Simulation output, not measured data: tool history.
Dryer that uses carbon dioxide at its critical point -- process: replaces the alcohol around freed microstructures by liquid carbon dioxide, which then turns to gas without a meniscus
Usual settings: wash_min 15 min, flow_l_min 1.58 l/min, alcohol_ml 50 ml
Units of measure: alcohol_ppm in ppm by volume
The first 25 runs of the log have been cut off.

| run | day | wash_min | flow_l_min | alcohol_ml | hours of work since the filter was changed | hours of work since the purifier's bed was changed | alcohol_ppm |
|---|---|---|---|---|---|---|---|
| 26 | 34.775 | 14 | 1.20 | 50 | 250 | 511 | 801 |
| 27 | 36.200 | 19 | 1.54 | 32 | 263 | 524 | 124 |
| 28 | 37.708 | 19 | 1.54 | 32 | 276 | 537 | 133 |
| 29 | 39.250 | 14 | 2.64 | 21 | 290 | 551 | 85 |
| 30 | 40.221 | 17 | 2.64 | 48 | 299 | 559 | 80 |
| 31 | 41.179 | 17 | 2.64 | 68 | 307 | 568 | 80 |
| 32 | 43.029 | 17 | 2.64 | 68 | 324 | 584 | 95 |
| 33 | 44.108 | 15 | 1.99 | 115 | 333 | 594 | 328 |
|  | 44.325 | inlet filter changed |
| 34 | 45.008 | 21 | 2.24 | 73 | 6 | 601 | 74 |

Here are 5 independent what-if runs from the current tool condition. What would each one return?
| A | 46.562 | 16 | 1.58 | 73 | 20 | 615 | ? |
| B | 46.562 | 18 | 1.58 | 59 | 20 | 615 | ? |
| C | 46.562 | 20 | 2.24 | 70 | 20 | 615 | ? |
| D | 46.562 | 13 | 2.24 | 73 | 20 | 615 | ? |
| E | 46.562 | 11 | 1.30 | 108 | 20 | 615 | ? |

| run | alcohol_ppm |
|---|---|
| A | 221 |
| B | 142 |
| C | 72 |
| D | 149 |
| E | 1894 |
The same runs, with their run-to-run variation unchanged, on a tool lacking any hidden condition would have given:
| run | alcohol_ppm |
|---|---|
| A | 143 |
| B | 70 |
| C | 4 |
| D | 76 |
| E | 1750 |
